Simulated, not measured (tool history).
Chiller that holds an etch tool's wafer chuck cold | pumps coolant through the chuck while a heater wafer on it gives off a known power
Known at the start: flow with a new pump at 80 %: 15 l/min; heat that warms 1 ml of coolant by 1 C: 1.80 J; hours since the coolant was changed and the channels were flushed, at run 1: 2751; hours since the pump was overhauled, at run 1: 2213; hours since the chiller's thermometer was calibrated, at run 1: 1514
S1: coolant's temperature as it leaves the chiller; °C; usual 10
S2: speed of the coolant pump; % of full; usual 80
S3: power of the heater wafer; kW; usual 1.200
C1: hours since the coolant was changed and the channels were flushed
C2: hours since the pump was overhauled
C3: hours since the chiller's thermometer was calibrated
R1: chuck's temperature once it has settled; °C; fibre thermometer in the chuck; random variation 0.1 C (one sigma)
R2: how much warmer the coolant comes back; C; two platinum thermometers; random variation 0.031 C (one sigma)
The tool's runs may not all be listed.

{"run": 1, "hour": 0.0, "S1": 10, "S2": 80, "S3": 1.2, "C1": 2751, "C2": 2213, "C3": 1514, "R1": 23.9, "R2": 3.0}
{"run": 2, "hour": 34.4, "S1": 10, "S2": 80, "S3": 1.2, "C1": 2785, "C2": 2247, "C3": 1548, "R1": 23.8, "R2": 3.0}
{"run": 3, "hour": 79.6, "S1": 10, "S2": 90, "S3": 1.2, "C1": 2831, "C2": 2293, "C3": 1593, "R1": 22.9, "R2": 2.63}
{"run": 4, "hour": 116.9, "S1": 10, "S2": 90, "S3": 1.2, "C1": 2868, "C2": 2330, "C3": 1630, "R1": 22.9, "R2": 2.61}
{"run": 5, "hour": 181.3, "S1": 10, "S2": 76, "S3": 1.2, "C1": 2932, "C2": 2394, "C3": 1695, "R1": 24.7, "R2": 3.16}
{"run": 6, "hour": 244.8, "S1": 10, "S2": 80, "S3": 1.2, "C1": 2996, "C2": 2458, "C3": 1758, "R1": 24.1, "R2": 2.94}
{"run": 7, "hour": 297.2, "S1": 10, "S2": 80, "S3": 1.2, "C1": 3048, "C2": 2510, "C3": 1811, "R1": 24.1, "R2": 2.98}
{"run": 8, "hour": 337.7, "S1": 10, "S2": 80, "S3": 1.2, "C1": 3089, "C2": 2551, "C3": 1851, "R1": 24.2, "R2": 3.05}
{"run": 9, "hour": 388.4, "S1": 15, "S2": 80, "S3": 1.2, "C1": 3139, "C2": 2601, "C3": 1902, "R1": 29.3, "R2": 3.03}
{"run": 10, "hour": 415.6, "S1": 15, "S2": 80, "S3": 1.2, "C1": 3167, "C2": 2629, "C3": 1929, "R1": 29.2, "R2": 3.08}
{"run": 11, "hour": 470.6, "S1": 10, "S2": 62, "S3": 0.768, "C1": 3222, "C2": 2683, "C3": 1984, "R1": 21.1, "R2": 2.54}
{"run": 12, "hour": 534.3, "S1": 10, "S2": 62, "S3": 0.768, "C1": 3285, "C2": 2747, "C3": 2048, "R1": 21.1, "R2": 2.52}

3 ways to go on from here, each from the tool as it stands after run 12. What would each give?
{"run": "A", "hour": 568.9, "S1": 4, "S2": 79, "S3": 1.2, "C1": 3320, "C2": 2782, "C3": 2082, "R1": "?", "R2": "?"}
{"run": "B", "hour": 568.9, "S1": 11, "S2": 99, "S3": 1.665, "C1": 3320, "C2": 2782, "C3": 2082, "R1": "?", "R2": "?"}
{"run": "C", "hour": 568.9, "S1": 9, "S2": 66, "S3": 0.713, "C1": 3320, "C2": 2782, "C3": 2082, "R1": "?", "R2": "?"}

run=A R1=18.6 R2=3.12
run=B R1=28.6 R2=3.43
run=C R1=19.0 R2=2.28
Without the tool's hidden state the same runs would have given:
run=A R1=14.8 R2=2.72
run=B R1=24.1 R2=2.99
run=C R1=16.3 R2=2.00
